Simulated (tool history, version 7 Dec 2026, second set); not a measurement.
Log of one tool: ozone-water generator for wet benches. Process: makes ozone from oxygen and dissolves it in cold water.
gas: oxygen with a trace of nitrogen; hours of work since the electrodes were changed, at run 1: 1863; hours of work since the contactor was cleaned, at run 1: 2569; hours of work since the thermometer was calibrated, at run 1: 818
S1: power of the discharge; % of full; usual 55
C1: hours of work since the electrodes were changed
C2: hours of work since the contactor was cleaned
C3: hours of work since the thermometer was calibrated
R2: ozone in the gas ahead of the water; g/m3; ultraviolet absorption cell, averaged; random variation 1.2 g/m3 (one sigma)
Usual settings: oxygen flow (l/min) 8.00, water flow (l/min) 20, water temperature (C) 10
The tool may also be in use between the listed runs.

run 1 hour=0.0 | S1=55 oxygen_flow_(l/min)=8.00 water_flow_(l/min)=20 water_temperature_(C)=10 | C1=1863 C2=2569 C3=818 | dissolved_ozone_(ppm)=34.2 R2=214.2
run 2 hour=39.9 | S1=55 oxygen_flow_(l/min)=8.00 water_flow_(l/min)=20 water_temperature_(C)=10 | C1=1897 C2=2603 C3=852 | dissolved_ozone_(ppm)=34.1 R2=211.9
run 3 hour=93.0 | S1=55 oxygen_flow_(l/min)=8.00 water_flow_(l/min)=20 water_temperature_(C)=10 | C1=1942 C2=2648 C3=897 | dissolved_ozone_(ppm)=33.6 R2=212.2
run 4 hour=155.2 | S1=55 oxygen_flow_(l/min)=8.00 water_flow_(l/min)=20 water_temperature_(C)=10 | C1=1995 C2=2701 C3=950 | dissolved_ozone_(ppm)=33.7 R2=211.1
run 5 hour=215.4 | S1=55 oxygen_flow_(l/min)=8.00 water_flow_(l/min)=19 water_temperature_(C)=10 | C1=2046 C2=2752 C3=1002 | dissolved_ozone_(ppm)=34.8 R2=210.6
run 6 hour=264.0 | S1=55 oxygen_flow_(l/min)=8.00 water_flow_(l/min)=20 water_temperature_(C)=10 | C1=2087 C2=2794 C3=1043 | dissolved_ozone_(ppm)=33.6 R2=211.3
run 7 hour=324.7 | S1=55 oxygen_flow_(l/min)=8.00 water_flow_(l/min)=20 water_temperature_(C)=10 | C1=2139 C2=2845 C3=1095 | dissolved_ozone_(ppm)=33.4 R2=212.3
run 8 hour=354.1 | S1=55 oxygen_flow_(l/min)=8.00 water_flow_(l/min)=20 water_temperature_(C)=10 | C1=2164 C2=2870 C3=1119 | dissolved_ozone_(ppm)=33.3 R2=210.7
run 9 hour=407.0 | S1=55 oxygen_flow_(l/min)=10.82 water_flow_(l/min)=20 water_temperature_(C)=10 | C1=2209 C2=2915 C3=1165 | dissolved_ozone_(ppm)=34.7 R2=188.8
run 10 hour=459.1 | S1=55 oxygen_flow_(l/min)=10.82 water_flow_(l/min)=20 water_temperature_(C)=10 | C1=2253 C2=2960 C3=1209 | dissolved_ozone_(ppm)=34.9 R2=188.1
run 11 hour=518.8 | S1=55 oxygen_flow_(l/min)=8.00 water_flow_(l/min)=20 water_temperature_(C)=10 | C1=2304 C2=3010 C3=1260 | dissolved_ozone_(ppm)=32.7 R2=208.1
run 12 hour=571.7 | S1=55 oxygen_flow_(l/min)=8.00 water_flow_(l/min)=20 water_temperature_(C)=10 | C1=2349 C2=3055 C3=1305 | dissolved_ozone_(ppm)=33.2 R2=209.0
run 13 hour=639.0 | S1=92 oxygen_flow_(l/min)=8.00 water_flow_(l/min)=20 water_temperature_(C)=10 | C1=2406 C2=3113 C3=1362 | dissolved_ozone_(ppm)=48.0 R2=303.6
run 14 hour=691.2 | S1=92 oxygen_flow_(l/min)=8.00 water_flow_(l/min)=20 water_temperature_(C)=10 | C1=2451 C2=3157 C3=1406 | dissolved_ozone_(ppm)=48.9 R2=308.8
run 15 hour=743.5 | S1=55 oxygen_flow_(l/min)=6.06 water_flow_(l/min)=20 water_temperature_(C)=11 | C1=2495 C2=3202 C3=1451 | dissolved_ozone_(ppm)=30.6 R2=228.3
run 16 hour=789.9 | S1=55 oxygen_flow_(l/min)=5.75 water_flow_(l/min)=13 water_temperature_(C)=10 | C1=2535 C2=3241 C3=1490 | dissolved_ozone_(ppm)=42.8 R2=234.5
run 17 hour=837.0 | S1=55 oxygen_flow_(l/min)=8.78 water_flow_(l/min)=23 water_temperature_(C)=10 | C1=2575 C2=3281 C3=1530 | dissolved_ozone_(ppm)=29.7 R2=201.3
run 18 hour=901.0 | S1=55 oxygen_flow_(l/min)=8.78 water_flow_(l/min)=23 water_temperature_(C)=10 | C1=2629 C2=3336 C3=1585 | dissolved_ozone_(ppm)=29.9 R2=201.5
run 19 hour=931.9 | S1=55 oxygen_flow_(l/min)=8.78 water_flow_(l/min)=23 water_temperature_(C)=8 | C1=2656 C2=3362 C3=1611 | dissolved_ozone_(ppm)=30.9 R2=201.3
run 20 hour=985.3 | S1=60 oxygen_flow_(l/min)=9.14 water_flow_(l/min)=20 water_temperature_(C)=10 | C1=2701 C2=3407 C3=1656 | dissolved_ozone_(ppm)=35.7 R2=210.1
run 21 hour=1041.3 | S1=63 oxygen_flow_(l/min)=6.08 water_flow_(l/min)=17 water_temperature_(C)=16 | C1=2749 C2=3455 C3=1704 | dissolved_ozone_(ppm)=35.5 R2=251.8
run 22 hour=1094.7 | S1=63 oxygen_flow_(l/min)=6.08 water_flow_(l/min)=31 water_temperature_(C)=16 | C1=2794 C2=3500 C3=1749 | dissolved_ozone_(ppm)=21.2 R2=250.7
run 23 hour=1123.3 | S1=87 oxygen_flow_(l/min)=4.85 water_flow_(l/min)=16 water_temperature_(C)=7 | C1=2818 C2=3525 C3=1774 | dissolved_ozone_(ppm)=50.8 R2=341.2
run 24 hour=1171.9 | S1=69 oxygen_flow_(l/min)=4.77 water_flow_(l/min)=16 water_temperature_(C)=13 | C1=2860 C2=3566 C3=1815 | dissolved_ozone_(ppm)=39.2 R2=292.0
run 25 hour=1201.4 | S1=69 oxygen_flow_(l/min)=8.00 water_flow_(l/min)=20 water_temperature_(C)=8 | C1=2885 C2=3591 C3=1840 | dissolved_ozone_(ppm)=39.5 R2=245.3
run 26 hour=1244.3 | S1=69 oxygen_flow_(l/min)=8.00 water_flow_(l/min)=20 water_temperature_(C)=7 | C1=2921 C2=3628 C3=1877 | dissolved_ozone_(ppm)=40.4 R2=242.2
run 27 hour=1293.9 | S1=55 oxygen_flow_(l/min)=5.86 water_flow_(l/min)=30 water_temperature_(C)=10 | C1=2963 C2=3670 C3=1919 | dissolved_ozone_(ppm)=20.7 R2=228.4
run 28 hour=1358.4 | S1=55 oxygen_flow_(l/min)=5.86 water_flow_(l/min)=30 water_temperature_(C)=10 | C1=3018 C2=3725 C3=1974 | dissolved_ozone_(ppm)=20.8 R2=228.4

Some steps in dissolved ozone (ppm) between neighbouring runs. How much of each would the tool show without its hidden state too (settings, what came in, random variation), and how much is left for the hidden state, with any gauge scatter that isn't in both results?
The hidden state here: yield of the discharge, % of new electrodes'; contactor's efficiency, % of a clean one's; true water temperature over the reading, C; drift of the gauge itself on ozone_ppm, %; drift of the gauge itself on gas_g_m3, %.
Run 14 -> 15: S1 92 -> 55, oxygen flow (l/min) 8.00 -> 6.06, water temperature (C) 10 -> 11. dissolved ozone (ppm) -18.3: hidden state +4.1, all else -22.4.
Run 22 -> 23: S1 63 -> 87, oxygen flow (l/min) 6.08 -> 4.85, water flow (l/min) 31 -> 16, water temperature (C) 16 -> 7. dissolved ozone (ppm) +29.6: hidden state -5.5, all else +35.1.
Run 26 -> 27: S1 69 -> 55, oxygen flow (l/min) 8.00 -> 5.86, water flow (l/min) 20 -> 30, water temperature (C) 7 -> 10. dissolved ozone (ppm) -19.7: hidden state +3.3, all else -23.0.

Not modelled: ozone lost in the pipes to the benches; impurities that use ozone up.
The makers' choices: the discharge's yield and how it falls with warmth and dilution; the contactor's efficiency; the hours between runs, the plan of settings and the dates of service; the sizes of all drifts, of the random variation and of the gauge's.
